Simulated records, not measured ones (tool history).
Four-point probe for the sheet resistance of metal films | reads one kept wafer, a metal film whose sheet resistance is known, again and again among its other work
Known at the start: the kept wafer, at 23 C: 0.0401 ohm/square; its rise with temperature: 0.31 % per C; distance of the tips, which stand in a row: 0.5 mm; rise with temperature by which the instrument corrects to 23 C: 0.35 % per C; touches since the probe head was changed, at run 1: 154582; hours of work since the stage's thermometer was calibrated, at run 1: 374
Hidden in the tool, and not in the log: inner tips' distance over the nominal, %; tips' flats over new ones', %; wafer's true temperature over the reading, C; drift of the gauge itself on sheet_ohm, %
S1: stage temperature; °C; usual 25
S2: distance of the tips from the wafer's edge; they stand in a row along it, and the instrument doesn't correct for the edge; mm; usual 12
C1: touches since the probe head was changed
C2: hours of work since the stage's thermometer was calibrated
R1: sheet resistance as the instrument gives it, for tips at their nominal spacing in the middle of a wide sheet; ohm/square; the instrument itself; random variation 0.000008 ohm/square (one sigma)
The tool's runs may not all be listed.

run 1 hour=0 | S1=25 S2=12 | C1=154582 C2=374 | R1=0.040033
-- hour=48.8 new probe head fitted
run 2 hour=88 | S1=25 S2=12 | C1=2003 C2=428 | R1=0.040046
run 3 hour=132.8 | S1=28 S2=12 | C1=4287 C2=456 | R1=0.039999
run 4 hour=202.7 | S1=25 S2=12 | C1=7853 C2=500 | R1=0.040062
run 5 hour=273.2 | S1=25 S2=12 | C1=11452 C2=544 | R1=0.040064
run 6 hour=335.3 | S1=21 S2=12 | C1=14620 C2=582 | R1=0.040157
run 7 hour=398.9 | S1=21 S2=12 | C1=17867 C2=622 | R1=0.040156
run 8 hour=459.7 | S1=25 S2=12 | C1=20971 C2=659 | R1=0.040072
run 9 hour=554.7 | S1=25 S2=12 | C1=25817 C2=718 | R1=0.04008
run 10 hour=628.4 | S1=25 S2=12 | C1=29581 C2=764 | R1=0.040078
run 11 hour=670.1 | S1=25 S2=12 | C1=31708 C2=790 | R1=0.040093
run 12 hour=721.7 | S1=25 S2=12 | C1=34341 C2=822 | R1=0.040096
run 13 hour=810 | S1=25 S2=12 | C1=38847 C2=877 | R1=0.040105
run 14 hour=870.5 | S1=35 S2=12 | C1=41933 C2=915 | R1=0.039953
run 15 hour=910.9 | S1=25 S2=12 | C1=43998 C2=940 | R1=0.04012
run 16 hour=958.5 | S1=25 S2=12 | C1=46428 C2=969 | R1=0.040114
run 17 hour=1049 | S1=25 S2=12 | C1=51044 C2=1026 | R1=0.040127
run 18 hour=1103 | S1=25 S2=12 | C1=53799 C2=1059 | R1=0.040151
run 19 hour=1172.8 | S1=25 S2=12 | C1=57363 C2=1102 | R1=0.04012
run 20 hour=1221.6 | S1=25 S2=12 | C1=59852 C2=1133 | R1=0.040144
run 21 hour=1315.3 | S1=25 S2=12 | C1=64635 C2=1191 | R1=0.04014
run 22 hour=1390.3 | S1=25 S2=12 | C1=68461 C2=1238 | R1=0.040153
run 23 hour=1479.4 | S1=33 S2=4 | C1=73007 C2=1293 | R1=0.040332
run 24 hour=1529 | S1=33 S2=4 | C1=75538 C2=1324 | R1=0.040335
run 25 hour=1623.5 | S1=29 S2=17 | C1=80360 C2=1382 | R1=0.040074
run 26 hour=1675.4 | S1=29 S2=17 | C1=83011 C2=1415 | R1=0.040084
run 27 hour=1753.8 | S1=24 S2=22 | C1=87010 C2=1463 | R1=0.040175
-- hour=1758.7 stage's thermometer calibrated
run 28 hour=1830.1 | S1=23 S2=6 | C1=90881 C2=44 | R1=0.040299
run 29 hour=1892.1 | S1=20 S2=3 | C1=94042 C2=83 | R1=0.040797
run 30 hour=1949.6 | S1=27 S2=50 | C1=96977 C2=119 | R1=0.040111
run 31 hour=2041.3 | S1=19 S2=19 | C1=101660 C2=176 | R1=0.040258
run 32 hour=2088.8 | S1=19 S2=19 | C1=104082 C2=205 | R1=0.040278
run 33 hour=2178.1 | S1=19 S2=19 | C1=108640 C2=261 | R1=0.04026
-- hour=2228 stage's thermometer calibrated, once more
run 34 hour=2233.4 | S1=19 S2=42 | C1=111435 C2=3 | R1=0.040354
run 35 hour=2313.2 | S1=25 S2=4 | C1=115508 C2=53 | R1=0.040593
run 36 hour=2368.1 | S1=25 S2=4 | C1=118309 C2=87 | R1=0.040594
run 37 hour=2406.7 | S1=26 S2=12 | C1=120283 C2=111 | R1=0.040272
run 38 hour=2456.5 | S1=20 S2=65 | C1=122823 C2=142 | R1=0.040342
run 39 hour=2511.3 | S1=19 S2=5 | C1=125621 C2=176 | R1=0.040586
run 40 hour=2552 | S1=19 S2=5 | C1=127697 C2=201 | R1=0.04059
run 41 hour=2627.2 | S1=33 S2=14 | C1=131533 C2=248 | R1=0.040168
run 42 hour=2667 | S1=25 S2=59 | C1=133563 C2=273 | R1=0.040264
run 43 hour=2736 | S1=34 S2=43 | C1=137089 C2=316 | R1=0.040137

5 ways to go on from here, each from the tool as it stands after run 43. What would each give?
run A hour=2823 | S1=34 S2=17 | C1=141524 C2=370 | R1=?
run B hour=2823 | S1=25 S2=5 | C1=141524 C2=370 | R1=?
run C hour=2823 | S1=27 S2=11 | C1=141524 C2=370 | R1=?
run D hour=2823 | S1=22 S2=20 | C1=141524 C2=370 | R1=?
run E hour=2823 | S1=24 S2=14 | C1=141524 C2=370 | R1=?

run=A R1=0.040164
run=B R1=0.040506
run=C R1=0.040295
run=D R1=0.040351
run=E R1=0.040331
Without the tool's hidden state the same runs would have given:
run=A R1=0.039944
run=B R1=0.040284
run=C R1=0.040074
run=D R1=0.040129
run=E R1=0.04011
